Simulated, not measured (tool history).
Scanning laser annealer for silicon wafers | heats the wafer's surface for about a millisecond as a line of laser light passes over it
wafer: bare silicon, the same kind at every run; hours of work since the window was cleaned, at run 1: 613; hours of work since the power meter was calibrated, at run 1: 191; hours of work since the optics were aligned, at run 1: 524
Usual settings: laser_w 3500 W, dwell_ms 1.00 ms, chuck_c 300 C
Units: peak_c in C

run,day,laser_w,dwell_ms,chuck_c,hours of work since the window was cleaned,hours of work since the power meter was calibrated,hours of work since the optics were aligned,peak_c
1,0.000,3500,1.00,300,613,191,524,1051
2,1.012,3500,1.00,300,626,204,536,1052
3,2.196,3500,1.00,300,640,218,551,1057
4,4.042,3500,1.00,271,663,241,574,1027
5,5.254,3500,1.00,271,678,256,588,1028
6,6.696,3500,1.00,300,696,273,606,1053
7,8.946,3500,1.00,300,723,301,634,1054
8,10.392,3500,1.00,300,741,319,652,1054
9,12.654,3500,1.00,300,769,346,679,1055
10,14.783,3500,1.00,300,795,373,705,1054
11,15.717,3500,1.00,300,806,384,717,1054
12,17.196,3500,1.00,300,825,402,735,1051
# day 18.792: optics aligned, line set to its width
13,19.562,3500,1.00,300,851,429,9,1053
14,21.092,3500,1.00,300,870,447,28,1052
15,22.896,3500,1.00,300,892,470,50,1054
16,24.817,3500,1.00,300,916,493,74,1056
17,26.408,3500,0.83,300,935,513,94,993
18,27.400,3500,0.83,309,947,525,106,1003
19,28.350,3500,0.83,309,959,537,117,1000
20,30.446,3500,1.00,300,985,562,143,1055
# day 31.758: window over the wafer cleaned
21,32.375,3500,1.21,300,8,585,166,1123
22,34.383,3500,0.78,307,32,610,190,981
23,35.588,3604,1.02,332,47,624,205,1120
24,37.875,3604,1.02,332,75,652,233,1117
25,39.638,3500,0.82,300,97,674,255,987
26,40.554,3668,1.06,280,108,685,266,1096
27,42.592,3668,1.06,280,133,710,291,1098
28,44.179,3668,1.06,280,152,730,311,1095

The next listed run, before its measurement:
29,45.842,3473,0.90,281,173,750,331,?

{"run 29": {"peak_c": 993}}
Without the tool's hidden state the same run would have given peak_c 993 C.

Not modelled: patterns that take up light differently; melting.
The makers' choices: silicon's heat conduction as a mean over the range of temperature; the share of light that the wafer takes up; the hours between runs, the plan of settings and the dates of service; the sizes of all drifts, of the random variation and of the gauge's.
